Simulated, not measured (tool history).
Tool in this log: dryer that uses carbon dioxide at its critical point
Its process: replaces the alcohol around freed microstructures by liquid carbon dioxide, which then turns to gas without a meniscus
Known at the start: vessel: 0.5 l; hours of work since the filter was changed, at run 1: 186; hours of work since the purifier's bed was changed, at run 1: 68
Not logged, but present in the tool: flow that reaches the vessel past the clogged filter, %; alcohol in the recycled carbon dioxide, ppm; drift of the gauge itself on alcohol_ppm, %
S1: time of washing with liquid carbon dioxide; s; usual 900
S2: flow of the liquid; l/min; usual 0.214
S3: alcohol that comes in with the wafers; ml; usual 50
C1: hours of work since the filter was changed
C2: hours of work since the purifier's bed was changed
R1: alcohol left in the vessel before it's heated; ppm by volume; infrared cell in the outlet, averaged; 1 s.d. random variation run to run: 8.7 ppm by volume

run   hour    S1     S2  S3   C1   C2    R1
  1    0.0   900  0.214  50  186   68   774
  2   23.3   900  0.214  50  203   85   821
  3   48.2   900  0.214  50  221  103   850
  4   66.5   900  0.150  50  235  117  3367
  5   86.8   900  0.188  50  250  132  1506
  6  121.6   900  0.188  50  275  157  1636
  7  141.0   900  0.214  50  289  171   994
  8  180.9   900  0.214  50  319  201  1060
  9  214.7   900  0.214  50  343  226  1108
 10  249.4   900  0.214  50  369  251  1199
 11  266.9   900  0.214  50  382  264  1223
 12  297.9   900  0.214  50  405  287  1249
     330.3  -- inlet filter changed
 13  335.9   900  0.214  50    4  314   560
 14  370.3   900  0.214  50   29  339   578
 15  408.2   600  0.214  50   57  367  3221
 16  431.0   900  0.214  50   74  384   654
 17  467.5  1380  0.214  50  101  410   118
 18  500.1   900  0.214  50  125  434   711
 19  531.3   900  0.214  50  148  457   758
 20  557.6   900  0.214  50  167  477   771
 21  586.2   900  0.214  50  188  497   833
 22  609.5   900  0.214  55  205  515   972
 23  631.6   900  0.214  55  221  531   971
 24  671.1   900  0.214  55  250  560  1034
 25  705.5   960  0.236  24  275  585   323
 26  730.6   900  0.236  24  294  604   392
 27  753.1  1380  0.321  22  310  620   127
 28  786.8  1380  0.321  22  335  645   136
 29  821.8   900  0.214  43  361  670  1045
 30  848.2   900  0.214  43  380  690  1101
 31  877.2   900  0.214  43  401  711  1149

Forecast run 32:
 32  907.3  1140  0.214  76  423  733   ?

Run 32 gave R1 726 ppm by volume.
Without the tool's hidden state the same run would have given R1 181 ppm by volume.
